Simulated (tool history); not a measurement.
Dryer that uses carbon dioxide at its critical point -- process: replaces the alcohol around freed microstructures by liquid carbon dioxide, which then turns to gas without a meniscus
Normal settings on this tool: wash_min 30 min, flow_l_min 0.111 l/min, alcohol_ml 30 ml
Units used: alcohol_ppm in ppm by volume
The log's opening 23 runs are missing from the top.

run,hour,wash_min,flow_l_min,alcohol_ml,hours of work since the filter was changed,hours of work since the purifier's bed was changed,alcohol_ppm
24,1119.7,29,0.172,55,39,14,21
25,1154.5,19,0.119,53,52,27,2192
26,1182.1,19,0.119,53,62,37,2234
27,1238.4,26,0.101,22,82,57,500
28,1273.9,40,0.153,31,95,70,13
29,1333.3,24,0.111,30,116,91,700
30,1369.3,20,0.111,45,129,104,2141
31,1417,20,0.111,45,146,121,2214

5 options for the next run, each taken on its own from the tool as it stands now. Forecast them:
A,1446.1,30,0.111,56,157,132,?
B,1446.1,32,0.081,39,157,132,?
C,1446.1,26,0.111,30,157,132,?
D,1446.1,24,0.135,53,157,132,?
E,1446.1,30,0.132,78,157,132,?

run,alcohol_ppm
A,471
B,1079
C,515
D,507
E,234
Without the tool's hidden state the same runs would have given:
run,alcohol_ppm
A,332
B,822
C,376
D,359
E,150
